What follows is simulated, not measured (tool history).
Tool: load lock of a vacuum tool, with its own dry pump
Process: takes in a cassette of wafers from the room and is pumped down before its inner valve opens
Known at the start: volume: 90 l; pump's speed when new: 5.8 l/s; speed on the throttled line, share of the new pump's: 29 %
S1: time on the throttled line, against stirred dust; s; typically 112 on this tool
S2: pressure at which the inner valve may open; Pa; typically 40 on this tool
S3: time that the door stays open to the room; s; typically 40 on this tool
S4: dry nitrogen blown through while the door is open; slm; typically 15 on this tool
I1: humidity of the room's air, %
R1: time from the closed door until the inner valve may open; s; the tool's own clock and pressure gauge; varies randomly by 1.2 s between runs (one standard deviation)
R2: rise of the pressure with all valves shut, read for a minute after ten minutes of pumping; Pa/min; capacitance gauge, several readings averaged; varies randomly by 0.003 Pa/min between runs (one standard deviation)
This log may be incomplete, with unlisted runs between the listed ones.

Run 1, hour 0: usual settings; I1 46.5. Result: R1 208.1 s, R2 0.023 Pa/min.
Run 2, hour 201.9: usual settings; I1 43. Result: R1 205.6 s, R2 0.029 Pa/min.
Run 3, hour 331.1: usual settings; I1 43.7. Result: R1 208.6 s, R2 0.023 Pa/min.
Run 4, hour 475.2: usual settings; I1 44.6. Result: R1 208.2 s, R2 0.031 Pa/min.
Run 5, hour 648.2: usual settings; I1 45.1. Result: R1 207.7 s, R2 0.026 Pa/min.
Run 6, hour 772.1: usual settings; I1 45.5. Result: R1 206.5 s, R2 0.031 Pa/min.
Run 7, hour 977.3: usual settings; I1 45.4. Result: R1 208.4 s, R2 0.034 Pa/min.
Run 8, hour 1160.7: usual settings; I1 47.8. Result: R1 210.3 s, R2 0.033 Pa/min.
Run 9, hour 1255.6: usual settings; I1 43.2. Result: R1 208.6 s, R2 0.032 Pa/min.
Run 10, hour 1446.2: usual settings; I1 44.4. Result: R1 210.5 s, R2 0.041 Pa/min.
Run 11, hour 1619.8: usual settings but S4 5 slm; I1 48.4. Result: R1 211.4 s, R2 0.051 Pa/min.
Run 12, hour 1780.8: usual settings but S2 57 Pa, S4 5 slm; I1 44.6. Result: R1 204.7 s, R2 0.048 Pa/min.
Run 13, hour 1981.2: usual settings; I1 45. Result: R1 208.9 s, R2 0.049 Pa/min.
Run 14, hour 2086.1: usual settings but S2 32 Pa; I1 40.2. Result: R1 214.3 s, R2 0.048 Pa/min.
Run 15, hour 2220.6: usual settings but S2 32 Pa; I1 45.4. Result: R1 215.4 s, R2 0.043 Pa/min.
Run 16, hour 2312.2: usual settings but S2 32 Pa; I1 46.5. Result: R1 215 s, R2 0.046 Pa/min.
Run 17, hour 2436.9: usual settings but S1 65 s, S2 32 Pa, S3 38 s, S4 21 slm; I1 44.9. Result: R1 183.9 s, R2 0.046 Pa/min.
Run 18, hour 2605.5: usual settings but S1 66 s, S4 26 slm; I1 49.1. Result: R1 178.9 s, R2 0.056 Pa/min.
Run 19, hour 2725.7: usual settings but S1 66 s, S4 26 slm; I1 49.6. Result: R1 180.4 s, R2 0.051 Pa/min.
Run 20, hour 2949: usual settings but S1 66 s, S4 26 slm; I1 44.2. Result: R1 180.8 s, R2 0.057 Pa/min.
Run 21, hour 3119.7: usual settings but S1 66 s, S4 26 slm; I1 44.8. Result: R1 179.8 s, R2 0.055 Pa/min.
Run 22, hour 3339.8: usual settings but S1 169 s, S4 5 slm; I1 46.2. Result: R1 251.2 s, R2 0.065 Pa/min.
Run 23, hour 3481.3: usual settings but S1 222 s, S4 39 slm; I1 43. Result: R1 284 s, R2 0.058 Pa/min.
Run 24, hour 3621: usual settings but S1 64 s, S2 44 Pa, S4 34 slm; I1 45.1. Result: R1 180.8 s, R2 0.061 Pa/min.
Run 25, hour 3845.7: usual settings but S1 72 s, S3 55 s, S4 13 slm; I1 46.5. Result: R1 188 s, R2 0.075 Pa/min.
Run 26, hour 3954.4: usual settings but S1 101 s, S3 55 s, S4 42 slm; I1 44.7. Result: R1 208.1 s, R2 0.066 Pa/min.
Run 27, hour 4144.7: usual settings but S2 45 Pa, S3 38 s; I1 40.6. Result: R1 211.9 s, R2 0.067 Pa/min.
Run 28, hour 4250.9: usual settings but S2 30 Pa, S3 191 s; I1 45.4. Result: R1 221.2 s, R2 0.104 Pa/min.
Run 29, hour 4469.9: usual settings but S1 79 s, S3 240 s, S4 19 slm; I1 43.7. Result: R1 192.9 s, R2 0.112 Pa/min.
Run 30, hour 4637.1: usual settings but S1 79 s, S3 240 s, S4 19 slm; I1 44.4. Result: R1 193.5 s, R2 0.113 Pa/min.
Run 31, hour 4765.9: usual settings but S1 140 s, S2 49 Pa, S3 37 s, S4 14 slm; I1 46.4. Result: R1 231.4 s, R2 0.085 Pa/min.

What if the next run were any one of these 4? Each begins from the tool's condition after run 31:
Run A, hour 4950.2: usual settings but S3 33 s; I1 45.2. Result: R1 ?, R2 ?.
Run B, hour 4950.2: usual settings but S1 140 s, S2 49 Pa, S3 60 s, S4 35 slm; I1 45.4. Result: R1 ?, R2 ?.
Run C, hour 4950.2: usual settings but S1 100 s; I1 45.8. Result: R1 ?, R2 ?.
Run D, hour 4950.2: usual settings but S1 140 s, S2 49 Pa, S3 201 s, S4 27 slm; I1 45.6. Result: R1 ?, R2 ?.

run     R1     R2
  A  216.6  0.081
  B  232.1  0.087
  C  208.5  0.092
  D  231.4  0.113
Without the tool's hidden state the same runs would have given:
run     R1     R2
  A  201.7   0.01
  B  219.4  0.016
  C    193   0.02
  D  218.7  0.041

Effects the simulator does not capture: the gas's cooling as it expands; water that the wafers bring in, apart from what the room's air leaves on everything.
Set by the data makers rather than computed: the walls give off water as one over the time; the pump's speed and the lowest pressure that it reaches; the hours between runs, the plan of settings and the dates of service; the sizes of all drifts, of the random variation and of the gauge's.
